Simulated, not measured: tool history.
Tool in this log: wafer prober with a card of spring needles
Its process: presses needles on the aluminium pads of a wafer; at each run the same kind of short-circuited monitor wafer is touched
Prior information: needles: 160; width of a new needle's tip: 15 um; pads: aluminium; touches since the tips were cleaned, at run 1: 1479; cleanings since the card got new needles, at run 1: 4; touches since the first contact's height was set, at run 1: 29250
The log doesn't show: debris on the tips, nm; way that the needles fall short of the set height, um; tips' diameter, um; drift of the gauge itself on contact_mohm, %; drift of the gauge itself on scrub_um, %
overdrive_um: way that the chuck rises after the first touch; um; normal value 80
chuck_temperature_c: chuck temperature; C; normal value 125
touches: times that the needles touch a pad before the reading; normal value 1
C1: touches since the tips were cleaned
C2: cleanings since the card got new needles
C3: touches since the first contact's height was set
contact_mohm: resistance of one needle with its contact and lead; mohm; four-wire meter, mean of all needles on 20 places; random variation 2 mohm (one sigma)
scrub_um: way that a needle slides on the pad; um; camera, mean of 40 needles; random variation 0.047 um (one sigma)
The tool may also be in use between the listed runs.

run 1 hour=0.0 | overdrive_um=80 chuck_temperature_c=125 touches=1 | C1=1479 C2=4 C3=29250 | contact_mohm=230 scrub_um=17.30
run 2 hour=4.1 | overdrive_um=80 chuck_temperature_c=125 touches=1 | C1=4090 C2=4 C3=31861 | contact_mohm=242 scrub_um=17.32
-- hour=6.7 tips cleaned on abrasive film
run 3 hour=9.8 | overdrive_um=80 chuck_temperature_c=125 touches=1 | C1=1989 C2=5 C3=35468 | contact_mohm=240 scrub_um=17.24
-- hour=15.5 tips cleaned on abrasive film
run 4 hour=16.9 | overdrive_um=80 chuck_temperature_c=125 touches=1 | C1=887 C2=6 C3=39929 | contact_mohm=228 scrub_um=17.33
run 5 hour=21.0 | overdrive_um=80 chuck_temperature_c=125 touches=1 | C1=3454 C2=6 C3=42496 | contact_mohm=244 scrub_um=17.21
-- hour=24.6 tips cleaned on abrasive film
-- hour=27.3 tips cleaned on abrasive film, once more
run 6 hour=30.2 | overdrive_um=80 chuck_temperature_c=125 touches=1 | C1=1835 C2=8 C3=48238 | contact_mohm=233 scrub_um=17.34
-- hour=36.3 tips cleaned on abrasive film
run 7 hour=38.5 | overdrive_um=73 chuck_temperature_c=125 touches=1 | C1=1404 C2=9 C3=53519 | contact_mohm=236 scrub_um=15.72
-- hour=45.2 tips cleaned on abrasive film
run 8 hour=46.5 | overdrive_um=73 chuck_temperature_c=125 touches=1 | C1=841 C2=10 C3=58555 | contact_mohm=230 scrub_um=15.66
run 9 hour=51.1 | overdrive_um=73 chuck_temperature_c=125 touches=1 | C1=3728 C2=10 C3=61442 | contact_mohm=247 scrub_um=15.74
-- hour=54.2 tips cleaned on abrasive film
run 10 hour=55.7 | overdrive_um=73 chuck_temperature_c=125 touches=1 | C1=970 C2=11 C3=64373 | contact_mohm=235 scrub_um=15.71
-- hour=63.6 tips cleaned on abrasive film
run 11 hour=63.6 | overdrive_um=65 chuck_temperature_c=125 touches=1 | C1=0 C2=12 C3=69290 | contact_mohm=224 scrub_um=13.94
run 12 hour=68.6 | overdrive_um=80 chuck_temperature_c=51 touches=1 | C1=3205 C2=12 C3=72495 | contact_mohm=231 scrub_um=17.12
-- hour=72.8 tips cleaned on abrasive film
run 13 hour=74.9 | overdrive_um=80 chuck_temperature_c=51 touches=1 | C1=1393 C2=13 C3=76488 | contact_mohm=218 scrub_um=17.17
run 14 hour=80.2 | overdrive_um=80 chuck_temperature_c=47 touches=1 | C1=4764 C2=13 C3=79859 | contact_mohm=232 scrub_um=17.18
-- hour=81.7 tips cleaned on abrasive film
run 15 hour=86.6 | overdrive_um=80 chuck_temperature_c=125 touches=1 | C1=3120 C2=14 C3=83867 | contact_mohm=239 scrub_um=17.12
-- hour=90.6 tips cleaned on abrasive film
run 16 hour=94.2 | overdrive_um=80 chuck_temperature_c=125 touches=3 | C1=2292 C2=15 C3=88640 | contact_mohm=222 scrub_um=17.09
-- hour=99.6 tips cleaned on abrasive film
run 17 hour=101.3 | overdrive_um=80 chuck_temperature_c=125 touches=1 | C1=1082 C2=16 C3=93106 | contact_mohm=231 scrub_um=17.15
run 18 hour=105.9 | overdrive_um=80 chuck_temperature_c=125 touches=1 | C1=4010 C2=16 C3=96034 | contact_mohm=242 scrub_um=17.04
-- hour=108.6 tips cleaned on abrasive film
run 19 hour=110.4 | overdrive_um=83 chuck_temperature_c=95 touches=1 | C1=1192 C2=17 C3=98872 | contact_mohm=227 scrub_um=17.71
-- hour=117.5 tips cleaned on abrasive film
run 20 hour=118.9 | overdrive_um=66 chuck_temperature_c=60 touches=1 | C1=875 C2=18 C3=104194 | contact_mohm=224 scrub_um=14.01
run 21 hour=123.9 | overdrive_um=61 chuck_temperature_c=60 touches=2 | C1=4063 C2=18 C3=107382 | contact_mohm=233 scrub_um=12.89
-- hour=126.5 tips cleaned on abrasive film
run 22 hour=131.0 | overdrive_um=60 chuck_temperature_c=60 touches=1 | C1=2923 C2=19 C3=111898 | contact_mohm=252 scrub_um=12.70
-- hour=135.7 tips cleaned on abrasive film
run 23 hour=139.7 | overdrive_um=60 chuck_temperature_c=60 touches=1 | C1=2528 C2=20 C3=117355 | contact_mohm=251 scrub_um=12.65
-- hour=144.7 tips cleaned on abrasive film
run 24 hour=146.4 | overdrive_um=60 chuck_temperature_c=60 touches=1 | C1=1035 C2=21 C3=121545 | contact_mohm=231 scrub_um=12.63
-- hour=153.9 tips cleaned on abrasive film
run 25 hour=153.9 | overdrive_um=63 chuck_temperature_c=66 touches=1 | C1=0 C2=22 C3=126301 | contact_mohm=212 scrub_um=13.29

Run 26 comes next. What will it give?
run 26 hour=159.7 | overdrive_um=63 chuck_temperature_c=117 touches=2 | C1=3721 C2=22 C3=130022 | contact_mohm=? scrub_um=?

contact_mohm: 244 mohm
scrub_um: 13.34 um
Were there no unlogged condition in the tool, this run, its random variation unchanged, would have produced contact_mohm 218 mohm, scrub_um 13.79 um.
